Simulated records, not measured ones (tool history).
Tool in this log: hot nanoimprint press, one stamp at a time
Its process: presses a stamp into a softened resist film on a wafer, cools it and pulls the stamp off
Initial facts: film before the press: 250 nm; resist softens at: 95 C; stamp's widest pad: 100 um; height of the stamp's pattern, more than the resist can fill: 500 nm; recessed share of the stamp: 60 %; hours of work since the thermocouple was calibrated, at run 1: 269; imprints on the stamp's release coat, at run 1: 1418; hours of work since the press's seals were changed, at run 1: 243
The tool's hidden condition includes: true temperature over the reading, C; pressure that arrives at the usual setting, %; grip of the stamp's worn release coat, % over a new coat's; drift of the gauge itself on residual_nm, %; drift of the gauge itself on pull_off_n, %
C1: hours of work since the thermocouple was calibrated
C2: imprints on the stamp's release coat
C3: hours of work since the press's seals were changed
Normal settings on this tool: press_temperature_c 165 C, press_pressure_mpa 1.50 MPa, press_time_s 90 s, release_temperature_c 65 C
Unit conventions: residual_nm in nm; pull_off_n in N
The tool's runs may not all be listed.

run 1 day=0.000 | press_temperature_c=165 press_pressure_mpa=1.50 press_time_s=90 release_temperature_c=65 | C1=269 C2=1418 C3=243 | residual_nm=93.8 pull_off_n=215
run 2 day=0.321 | press_temperature_c=165 press_pressure_mpa=1.50 press_time_s=90 release_temperature_c=65 | C1=274 C2=1450 C3=249 | residual_nm=95.1 pull_off_n=215
run 3 day=0.583 | press_temperature_c=165 press_pressure_mpa=1.50 press_time_s=90 release_temperature_c=65 | C1=279 C2=1476 C3=253 | residual_nm=94.6 pull_off_n=213
run 4 day=0.892 | press_temperature_c=165 press_pressure_mpa=1.50 press_time_s=90 release_temperature_c=65 | C1=284 C2=1507 C3=258 | residual_nm=95.8 pull_off_n=214
run 5 day=1.117 | press_temperature_c=165 press_pressure_mpa=1.50 press_time_s=90 release_temperature_c=65 | C1=288 C2=1529 C3=262 | residual_nm=96.0 pull_off_n=219
run 6 day=1.496 | press_temperature_c=165 press_pressure_mpa=1.23 press_time_s=90 release_temperature_c=65 | C1=294 C2=1567 C3=268 | residual_nm=103.7 pull_off_n=217
run 7 day=1.671 | press_temperature_c=165 press_pressure_mpa=1.23 press_time_s=90 release_temperature_c=65 | C1=297 C2=1585 C3=271 | residual_nm=104.1 pull_off_n=216
run 8 day=2.004 | press_temperature_c=165 press_pressure_mpa=1.23 press_time_s=90 release_temperature_c=65 | C1=302 C2=1618 C3=276 | residual_nm=103.9 pull_off_n=212
run 9 day=2.379 | press_temperature_c=165 press_pressure_mpa=1.23 press_time_s=90 release_temperature_c=65 | C1=308 C2=1655 C3=283 | residual_nm=103.8 pull_off_n=219
run 10 day=2.550 | press_temperature_c=165 press_pressure_mpa=2.19 press_time_s=90 release_temperature_c=65 | C1=311 C2=1672 C3=285 | residual_nm=78.8 pull_off_n=213
run 11 day=2.788 | press_temperature_c=165 press_pressure_mpa=2.19 press_time_s=90 release_temperature_c=65 | C1=315 C2=1696 C3=289 | residual_nm=78.4 pull_off_n=218
run 12 day=3.133 | press_temperature_c=165 press_pressure_mpa=2.19 press_time_s=90 release_temperature_c=65 | C1=321 C2=1731 C3=295 | residual_nm=78.9 pull_off_n=217
run 13 day=3.450 | press_temperature_c=165 press_pressure_mpa=2.19 press_time_s=90 release_temperature_c=65 | C1=326 C2=1762 C3=300 | residual_nm=79.4 pull_off_n=220
run 14 day=3.838 | press_temperature_c=165 press_pressure_mpa=2.19 press_time_s=93 release_temperature_c=55 | C1=332 C2=1801 C3=307 | residual_nm=77.7 pull_off_n=272
run 15 day=4.146 | press_temperature_c=165 press_pressure_mpa=1.83 press_time_s=101 release_temperature_c=55 | C1=337 C2=1831 C3=312 | residual_nm=82.2 pull_off_n=279
run 16 day=4.479 | press_temperature_c=171 press_pressure_mpa=1.52 press_time_s=145 release_temperature_c=63 | C1=343 C2=1864 C3=317 | residual_nm=52.4 pull_off_n=234
run 17 day=4.846 | press_temperature_c=171 press_pressure_mpa=1.52 press_time_s=145 release_temperature_c=63 | C1=349 C2=1901 C3=323 | residual_nm=53.9 pull_off_n=225
run 18 day=5.112 | press_temperature_c=165 press_pressure_mpa=1.50 press_time_s=90 release_temperature_c=57 | C1=353 C2=1928 C3=327 | residual_nm=95.0 pull_off_n=259
-- day=5.354 plate thermocouple calibrated
run 19 day=5.508 | press_temperature_c=165 press_pressure_mpa=1.50 press_time_s=159 release_temperature_c=62 | C1=3 C2=1955 C3=332 | residual_nm=73.6 pull_off_n=237
run 20 day=5.817 | press_temperature_c=158 press_pressure_mpa=1.27 press_time_s=53 release_temperature_c=59 | C1=8 C2=1985 C3=337 | residual_nm=173.8 pull_off_n=252
run 21 day=6.042 | press_temperature_c=165 press_pressure_mpa=1.50 press_time_s=145 release_temperature_c=65 | C1=11 C2=2008 C3=341 | residual_nm=76.7 pull_off_n=225
run 22 day=6.271 | press_temperature_c=167 press_pressure_mpa=2.08 press_time_s=50 release_temperature_c=51 | C1=15 C2=2031 C3=345 | residual_nm=91.3 pull_off_n=295
run 23 day=6.433 | press_temperature_c=166 press_pressure_mpa=1.16 press_time_s=174 release_temperature_c=65 | C1=18 C2=2047 C3=347 | residual_nm=76.1 pull_off_n=217

Below, each run's measurement less what the same run would have read without the hidden state. Both values contain the same run-to-run variation, but the gauge's scatter may not be the same in both:
run=1 pull_off_n=+3
run=2 pull_off_n=+3
run=3 pull_off_n=+3
run=4 pull_off_n=+3
run=5 pull_off_n=+3
run=6 pull_off_n=+3
run=7 pull_off_n=+3
run=8 pull_off_n=+3
run=9 pull_off_n=+3
run=10 pull_off_n=+3
run=11 pull_off_n=+4
run=12 pull_off_n=+3
run=13 pull_off_n=+4
run=14 pull_off_n=+4
run=15 pull_off_n=+4
run=16 pull_off_n=+4
run=17 pull_off_n=+4
run=18 pull_off_n=+5
run=19 pull_off_n=+4
run=20 pull_off_n=+4
run=21 pull_off_n=+3
run=22 pull_off_n=+4
run=23 pull_off_n=+3
residual_nm without the hidden state stays within 0.5 nm of what was measured, in all runs.

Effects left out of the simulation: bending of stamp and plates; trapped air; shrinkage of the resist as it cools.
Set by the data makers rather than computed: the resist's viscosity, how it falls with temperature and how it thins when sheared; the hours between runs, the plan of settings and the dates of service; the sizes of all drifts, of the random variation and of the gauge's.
